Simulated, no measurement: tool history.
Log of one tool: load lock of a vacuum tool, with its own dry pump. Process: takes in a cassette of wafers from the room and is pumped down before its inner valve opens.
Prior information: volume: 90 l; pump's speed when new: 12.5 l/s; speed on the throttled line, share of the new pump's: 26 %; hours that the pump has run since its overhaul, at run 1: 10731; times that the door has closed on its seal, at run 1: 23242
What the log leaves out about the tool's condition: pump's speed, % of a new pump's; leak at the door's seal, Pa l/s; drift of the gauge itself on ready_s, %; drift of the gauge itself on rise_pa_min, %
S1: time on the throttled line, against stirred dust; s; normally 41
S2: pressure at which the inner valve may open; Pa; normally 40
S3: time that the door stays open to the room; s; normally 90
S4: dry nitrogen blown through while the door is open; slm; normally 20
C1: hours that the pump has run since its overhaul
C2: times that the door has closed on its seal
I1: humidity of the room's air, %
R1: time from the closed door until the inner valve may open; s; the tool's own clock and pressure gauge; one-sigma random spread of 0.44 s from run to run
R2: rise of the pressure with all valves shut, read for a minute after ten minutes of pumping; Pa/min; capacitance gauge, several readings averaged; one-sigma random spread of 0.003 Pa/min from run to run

run	hour	S1	S2	S3	S4	C1	C2	I1	R1	R2
1	0.0	41	40	90	20	10731	23242	48.1	90.3	0.120
2	169.4	41	40	90	20	10901	23685	45.4	90.4	0.121
3	382.2	30	40	90	20	11114	24241	45.1	82.6	0.129
4	530.8	41	40	90	5	11262	24630	45.6	90.2	0.153
5	745.1	41	40	90	5	11477	25191	43.4	89.4	0.150
6	948.9	41	40	90	5	11680	25724	45.6	90.2	0.157
7	1141.0	41	40	90	5	11872	26226	45.7	90.5	0.163
8	1368.1	41	40	90	21	12099	26820	47.1	91.5	0.139
9	1632.7	41	40	90	4	12364	27512	43.4	90.7	0.175
10	1831.0	41	40	66	4	12562	28031	46.4	90.0	0.165
11	1947.0	41	40	66	5	12678	28335	44.7	91.0	0.167
12	2213.8	41	40	191	20	12945	29033	45.5	90.2	0.167
13	2485.4	41	40	191	20	13217	29743	43.3	90.7	0.167
14	2641.5	41	40	58	20	13373	30151	45.4	91.0	0.146
15	2814.1	41	40	58	20	13545	30603	44.6	91.1	0.152
16	2973.2	41	40	58	20	13705	31019	47.3	90.6	0.155
17	3132.3	54	40	90	20	13864	31435	46.5	101.2	0.157
18	3370.3	54	40	90	20	14102	32058	45.3	101.3	0.168
19	3588.0	46	40	175	20	14319	32627	42.5	95.2	0.183
20	3827.3	46	40	37	6	14559	33253	39.3	95.8	0.167
21	3946.2	46	40	37	6	14678	33564	45.1	94.3	0.175
22	4210.5	40	32	37	34	14942	34255	42.5	92.7	0.165
23	4348.5	40	32	37	34	15080	34616	45.9	93.8	0.160
24	4473.2	41	40	50	20	15205	34942	44.4	92.5	0.168
25	4639.7	28	40	61	38	15371	35378	46.5	83.1	0.173
26	4899.3	53	40	90	20	15631	36057	43.9	100.0	0.189
27	5164.7	53	40	90	20	15896	36751	43.3	100.3	0.193
28	5388.5	53	57	90	20	16120	37336	45.4	98.3	0.198
29	5613.1	38	40	90	5	16344	37924	45.7	89.4	0.228
30	5780.1	38	34	90	31	16512	38361	46.9	91.2	0.209
31	5979.8	38	34	90	31	16711	38883	43.7	91.2	0.196
32	6181.8	33	40	69	33	16913	39412	44.9	87.3	0.207
33	6368.8	33	40	69	33	17100	39901	48.1	87.7	0.204
34	6519.7	30	57	25	19	17251	40296	46.5	81.4	0.195
35	6778.8	30	57	63	27	17510	40973	44.4	81.8	0.207
36	6936.8	43	69	151	27	17668	41386	45.8	89.3	0.226

Here are 3 independent what-if runs from the current tool condition. What would each one return?
A	7075.0	50	40	48	35	17806	41748	43.5	?	?
B	7075.0	38	69	90	39	17806	41748	47.0	?	?
C	7075.0	41	60	115	6	17806	41748	41.9	?	?

run	R1	R2
A	99.0	0.201
B	86.1	0.220
C	90.1	0.261
Take away the tool's hidden state, keep each run's random variation, and the runs would have read:
run	R1	R2
A	93.4	0.014
B	80.7	0.025
C	84.6	0.067
